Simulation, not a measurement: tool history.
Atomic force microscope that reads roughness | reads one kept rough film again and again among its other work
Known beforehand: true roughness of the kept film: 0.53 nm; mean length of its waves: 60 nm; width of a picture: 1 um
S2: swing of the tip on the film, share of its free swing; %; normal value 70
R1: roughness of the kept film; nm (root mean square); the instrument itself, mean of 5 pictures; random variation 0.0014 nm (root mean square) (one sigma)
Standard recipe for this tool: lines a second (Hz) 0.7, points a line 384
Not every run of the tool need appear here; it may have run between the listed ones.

run 1 hour=0 | lines_a_second_(Hz)=0.7 S2=70 points_a_line=384 | R1=0.507
run 2 hour=5.2 | lines_a_second_(Hz)=2.548 S2=70 points_a_line=384 | R1=0.463
run 3 hour=9 | lines_a_second_(Hz)=0.886 S2=70 points_a_line=384 | R1=0.5
run 4 hour=18.3 | lines_a_second_(Hz)=0.886 S2=70 points_a_line=384 | R1=0.5
run 5 hour=26.8 | lines_a_second_(Hz)=0.886 S2=70 points_a_line=384 | R1=0.496
run 6 hour=34 | lines_a_second_(Hz)=0.7 S2=59 points_a_line=384 | R1=0.513
run 7 hour=37.8 | lines_a_second_(Hz)=0.7 S2=59 points_a_line=384 | R1=0.514
run 8 hour=42.8 | lines_a_second_(Hz)=0.7 S2=70 points_a_line=384 | R1=0.503
run 9 hour=50.5 | lines_a_second_(Hz)=0.7 S2=70 points_a_line=384 | R1=0.503
run 10 hour=57.8 | lines_a_second_(Hz)=0.7 S2=70 points_a_line=384 | R1=0.504
run 11 hour=63.4 | lines_a_second_(Hz)=0.7 S2=70 points_a_line=384 | R1=0.5
run 12 hour=70.3 | lines_a_second_(Hz)=0.7 S2=70 points_a_line=384 | R1=0.503
run 13 hour=78.1 | lines_a_second_(Hz)=1.732 S2=82 points_a_line=384 | R1=0.447
run 14 hour=83.9 | lines_a_second_(Hz)=1.732 S2=82 points_a_line=534 | R1=0.447
run 15 hour=89.6 | lines_a_second_(Hz)=0.7 S2=56 points_a_line=914 | R1=0.51
run 16 hour=98.5 | lines_a_second_(Hz)=1.445 S2=58 points_a_line=325 | R1=0.499
run 17 hour=105.2 | lines_a_second_(Hz)=0.926 S2=79 points_a_line=355 | R1=0.48
run 18 hour=110.9 | lines_a_second_(Hz)=0.926 S2=80 points_a_line=355 | R1=0.479
run 19 hour=119.1 | lines_a_second_(Hz)=0.926 S2=80 points_a_line=355 | R1=0.479
run 20 hour=124.4 | lines_a_second_(Hz)=3.031 S2=61 points_a_line=431 | R1=0.473
run 21 hour=131.5 | lines_a_second_(Hz)=1.082 S2=70 points_a_line=717 | R1=0.489

Per-run results on a tool with no hidden state, each run keeping its own random variation:
Hidden state present: radius of the tip, nm; height scale over the true one, %; drift of the gauge itself on roughness_nm, %.
run=1 R1=0.51
run=2 R1=0.465
run=3 R1=0.503
run=4 R1=0.504
run=5 R1=0.5
run=6 R1=0.517
run=7 R1=0.519
run=8 R1=0.508
run=9 R1=0.508
run=10 R1=0.509
run=11 R1=0.506
run=12 R1=0.509
run=13 R1=0.453
run=14 R1=0.453
run=15 R1=0.518
run=16 R1=0.507
run=17 R1=0.488
run=18 R1=0.487
run=19 R1=0.488
run=20 R1=0.482
run=21 R1=0.498

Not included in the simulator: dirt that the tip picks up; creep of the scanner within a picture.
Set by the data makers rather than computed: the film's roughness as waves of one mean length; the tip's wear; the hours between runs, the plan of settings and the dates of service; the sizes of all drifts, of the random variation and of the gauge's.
